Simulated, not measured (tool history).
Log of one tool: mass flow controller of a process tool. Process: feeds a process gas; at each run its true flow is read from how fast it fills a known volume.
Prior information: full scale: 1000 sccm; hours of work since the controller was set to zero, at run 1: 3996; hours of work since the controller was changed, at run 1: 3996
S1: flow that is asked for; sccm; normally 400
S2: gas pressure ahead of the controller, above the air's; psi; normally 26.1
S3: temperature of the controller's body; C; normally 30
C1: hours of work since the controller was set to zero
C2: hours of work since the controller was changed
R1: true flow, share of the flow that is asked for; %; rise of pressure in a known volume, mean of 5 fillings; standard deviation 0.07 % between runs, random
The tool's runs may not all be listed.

| run | hour | S1 | S2 | S3 | C1 | C2 | R1 |
|---|---|---|---|---|---|---|---|
| 1 | 0 | 400 | 26.1 | 30 | 3996 | 3996 | 99.16 |
| 2 | 200 | 859 | 26.1 | 30 | 4072 | 4072 | 99.87 |
| 3 | 412.6 | 400 | 26.1 | 20 | 4152 | 4152 | 98.76 |
| 4 | 671 | 400 | 26.1 | 20 | 4249 | 4249 | 98.97 |
| 5 | 981.1 | 400 | 40 | 20 | 4366 | 4366 | 99.48 |
| 6 | 1245.6 | 400 | 40 | 20 | 4465 | 4465 | 99.58 |
| 7 | 1517.8 | 703 | 28.9 | 33 | 4568 | 4568 | 99.73 |
| 8 | 1815.6 | 833 | 23.2 | 33 | 4680 | 4680 | 99.83 |
| 9 | 2047.7 | 704 | 23.4 | 36 | 4767 | 4767 | 99.63 |
| 10 | 2397.2 | 704 | 23.4 | 36 | 4899 | 4899 | 99.73 |
| 11 | 2709.4 | 579 | 28 | 25 | 5016 | 5016 | 99.43 |

5 options for the next run, each taken on its own from the tool as it stands now. Forecast them:
| A | 3072.2 | 579 | 28 | 29 | 5153 | 5153 | ? |
| B | 3072.2 | 259 | 33.9 | 30 | 5153 | 5153 | ? |
| C | 3072.2 | 574 | 35.5 | 23 | 5153 | 5153 | ? |
| D | 3072.2 | 400 | 25.7 | 31 | 5153 | 5153 | ? |
| E | 3072.2 | 400 | 35 | 22 | 5153 | 5153 | ? |

| run | R1 |
|---|---|
| A | 99.42 |
| B | 99.35 |
| C | 99.67 |
| D | 99.34 |
| E | 99.47 |
With no hidden state in the tool, these same runs would have given:
| run | R1 |
|---|---|
| A | 99.41 |
| B | 99.35 |
| C | 99.67 |
| D | 99.34 |
| E | 99.46 |
